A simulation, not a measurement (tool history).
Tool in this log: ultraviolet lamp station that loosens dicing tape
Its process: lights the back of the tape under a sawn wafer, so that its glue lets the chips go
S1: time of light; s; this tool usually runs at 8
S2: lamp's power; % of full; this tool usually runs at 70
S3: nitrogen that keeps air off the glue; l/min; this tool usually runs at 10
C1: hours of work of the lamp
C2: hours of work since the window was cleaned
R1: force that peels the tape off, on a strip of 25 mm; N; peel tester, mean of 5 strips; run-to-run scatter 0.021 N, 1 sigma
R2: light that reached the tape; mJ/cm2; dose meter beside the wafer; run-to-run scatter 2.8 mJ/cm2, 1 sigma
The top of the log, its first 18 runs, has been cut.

{"run": 19, "day": 5.008, "S1": 8, "S2": 70, "S3": 10, "C1": 190, "C2": 317, "R1": 1.152, "R2": 346}
{"run": 20, "day": 5.271, "S1": 14, "S2": 70, "S3": 10, "C1": 193, "C2": 321, "R1": 0.424, "R2": 612}
{"day": 5.312, "done": "window cleaned of glue's vapour"}
{"run": 21, "day": 5.475, "S1": 11, "S2": 98, "S3": 12, "C1": 196, "C2": 2, "R1": 0.348, "R2": 652}
{"run": 22, "day": 5.658, "S1": 8, "S2": 77, "S3": 18, "C1": 199, "C2": 5, "R1": 0.736, "R2": 374}
{"run": 23, "day": 5.829, "S1": 8, "S2": 77, "S3": 18, "C1": 201, "C2": 7, "R1": 0.749, "R2": 376}
{"run": 24, "day": 6.092, "S1": 7, "S2": 77, "S3": 18, "C1": 205, "C2": 11, "R1": 0.956, "R2": 330}
{"day": 6.15, "done": "window cleaned of glue's vapour, once more"}
{"run": 25, "day": 6.367, "S1": 7, "S2": 77, "S3": 18, "C1": 209, "C2": 3, "R1": 0.877, "R2": 340}
{"run": 26, "day": 6.625, "S1": 6, "S2": 96, "S3": 10, "C1": 213, "C2": 7, "R1": 1.1, "R2": 363}
{"run": 27, "day": 6.912, "S1": 8, "S2": 68, "S3": 6, "C1": 217, "C2": 11, "R1": 1.669, "R2": 346}
{"run": 28, "day": 7.196, "S1": 11, "S2": 100, "S3": 10, "C1": 221, "C2": 15, "R1": 0.365, "R2": 703}
{"run": 29, "day": 7.608, "S1": 11, "S2": 100, "S3": 10, "C1": 227, "C2": 21, "R1": 0.343, "R2": 698}
{"run": 30, "day": 7.867, "S1": 10, "S2": 100, "S3": 7, "C1": 231, "C2": 25, "R1": 0.503, "R2": 635}
{"run": 31, "day": 8.05, "S1": 8, "S2": 70, "S3": 4, "C1": 233, "C2": 28, "R1": 2.036, "R2": 355}
{"run": 32, "day": 8.283, "S1": 6, "S2": 75, "S3": 9, "C1": 237, "C2": 31, "R1": 1.809, "R2": 282}
{"run": 33, "day": 8.583, "S1": 8, "S2": 88, "S3": 10, "C1": 241, "C2": 35, "R1": 0.791, "R2": 445}
{"run": 34, "day": 8.846, "S1": 13, "S2": 97, "S3": 5, "C1": 245, "C2": 39, "R1": 0.433, "R2": 789}
{"run": 35, "day": 9.075, "S1": 13, "S2": 75, "S3": 7, "C1": 248, "C2": 42, "R1": 0.527, "R2": 610}
{"run": 36, "day": 9.4, "S1": 15, "S2": 75, "S3": 19, "C1": 253, "C2": 47, "R1": 0.286, "R2": 703}
{"run": 37, "day": 9.642, "S1": 14, "S2": 70, "S3": 10, "C1": 256, "C2": 51, "R1": 0.423, "R2": 610}
{"run": 38, "day": 10.042, "S1": 5, "S2": 70, "S3": 10, "C1": 262, "C2": 56, "R1": 2.405, "R2": 219}

Each row is a separate what-if for the run after 38, all from the same tool condition, not one after another. Results?
{"run": "A", "day": 10.246, "S1": 9, "S2": 90, "S3": 19, "C1": 265, "C2": 59, "R1": "?", "R2": "?"}
{"run": "B", "day": 10.246, "S1": 5, "S2": 70, "S3": 10, "C1": 265, "C2": 59, "R1": "?", "R2": "?"}
{"run": "C", "day": 10.246, "S1": 13, "S2": 70, "S3": 16, "C1": 265, "C2": 59, "R1": "?", "R2": "?"}
{"run": "D", "day": 10.246, "S1": 9, "S2": 88, "S3": 10, "C1": 265, "C2": 59, "R1": "?", "R2": "?"}

run=A R1=0.416 R2=510
run=B R1=2.436 R2=220
run=C R1=0.357 R2=567
run=D R1=0.629 R2=494
What these runs would have given with no unlogged condition in the tool:
run=A R1=0.361 R2=560
run=B R1=2.16 R2=241
run=C R1=0.314 R2=623
run=D R1=0.529 R2=542
